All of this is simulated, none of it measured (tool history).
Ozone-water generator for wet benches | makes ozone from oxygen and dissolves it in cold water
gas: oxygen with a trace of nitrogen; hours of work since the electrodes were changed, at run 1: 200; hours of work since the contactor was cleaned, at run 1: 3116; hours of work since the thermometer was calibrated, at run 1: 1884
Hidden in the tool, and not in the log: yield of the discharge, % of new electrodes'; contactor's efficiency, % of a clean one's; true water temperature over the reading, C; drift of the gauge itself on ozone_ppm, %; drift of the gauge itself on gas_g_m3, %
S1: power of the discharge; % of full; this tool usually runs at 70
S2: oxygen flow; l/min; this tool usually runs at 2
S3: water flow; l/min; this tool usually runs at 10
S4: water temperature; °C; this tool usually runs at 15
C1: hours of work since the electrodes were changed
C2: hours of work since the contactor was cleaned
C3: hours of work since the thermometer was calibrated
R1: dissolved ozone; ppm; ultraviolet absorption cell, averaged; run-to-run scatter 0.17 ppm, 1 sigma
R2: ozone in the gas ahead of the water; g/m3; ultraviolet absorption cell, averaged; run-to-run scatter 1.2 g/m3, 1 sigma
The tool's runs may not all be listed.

run,hour,S1,S2,S3,S4,C1,C2,C3,R1,R2
1,0,70,2,10,15,200,3116,1884,23,212.8
2,155.7,70,2,10,15,329,3245,2013,23.3,213.2
3,274.8,55,2,10,15,428,3344,2112,18.3,170.6
4,489.2,70,2,10,15,606,3522,2290,22.5,211.9
5,593.2,70,2,9,15,692,3608,2376,25,211.5
6,739.9,70,2,9,15,814,3730,2498,24.7,212.5
7,882.2,45,2,10,15,932,3848,2616,15.1,141.7
8,998.3,45,2,10,15,1029,3944,2712,15.2,141.7
9,1150.6,45,2,10,15,1155,4070,2839,15.1,141.3
10,1281.2,95,2,10,15,1263,4179,2947,29.7,276.9
11,1427.5,95,2,10,15,1385,4300,3068,29.2,278.2
12,1625.5,95,2,10,15,1549,4464,3233,29,272.1
13,1751.3,95,2,10,15,1653,4569,3337,28.9,271.5
14,1869,70,2,10,15,1751,4666,3435,21.9,207.8
# hour 1923.1: water thermometer calibrated
15,2022.3,70,2,10,15,1878,4793,82,22.1,207.6
16,2152.8,70,2,10,15,1986,4901,191,22.1,205.8
17,2339.1,70,2,10,15,2140,5056,345,21.8,207.3
18,2505.7,47,2.63,6,15,2279,5194,483,24,133.3
19,2696,65,2.63,6,22,2436,5352,641,28.2,176.2
20,2808.8,70,1.79,6,12,2530,5445,735,32.9,211.7
21,2987.3,52,2,10,15,2678,5594,883,16.7,157.7
22,3135,55,2,6,17,2801,5716,1005,25.2,163.5
23,3246.1,55,1.8,11,11,2893,5808,1098,15.9,167.8
# hour 3296.6: contactor cleaned
24,3411.8,51,2.22,13,14,3027,96,1232,13.8,148.7
25,3582.7,51,2.22,13,14,3169,237,1374,13.8,147.9
26,3687.2,90,1.14,10,21,3255,324,1460,20.6,295.5
27,3796.9,70,2.17,12,10,3346,415,1551,20.2,196.9
28,3955.5,70,1.02,10,17,3478,547,1683,16.5,247.1
29,4070.8,80,1.3,8,10,3574,642,1778,26.3,257.9
30,4215.6,70,2,12,22,3694,762,1899,16.8,198.3
31,4347.1,70,2,6,15,3803,872,2008,31.8,198.7
32,4552,70,2,6,15,3973,1042,2178,31.5,197.4

Difference, measured minus no-hidden-state, one row per run. Run-to-run variation is common to both terms; the gauge's own scatter need not be:
run,R1,R2
1,-0.6,-2.2
2,-0.8,-2.8
3,-0.6,-2
4,-0.9,-4
5,-1,-4.3
6,-1.1,-4.9
7,-0.6,-2.1
8,-0.6,-2.2
9,-0.6,-2.5
10,-2,-11.3
11,-2.1,-12.2
12,-2.3,-13.2
13,-2.4,-13.9
14,-1.5,-8.7
15,-1.5,-9.4
16,-1.6,-9.7
17,-1.7,-10.4
18,-1.2,-4.5
19,-2,-9.3
20,-2.6,-12.5
21,-1.2,-7.1
22,-1.8,-8.4
23,-1.4,-8.8
24,-0.8,-7.4
25,-0.8,-7.6
26,-2.1,-27.4
27,-1.8,-15.3
28,-1.5,-19.8
29,-2.7,-23.8
30,-1.6,-16.7
31,-3.1,-17.3
32,-3.2,-17.9
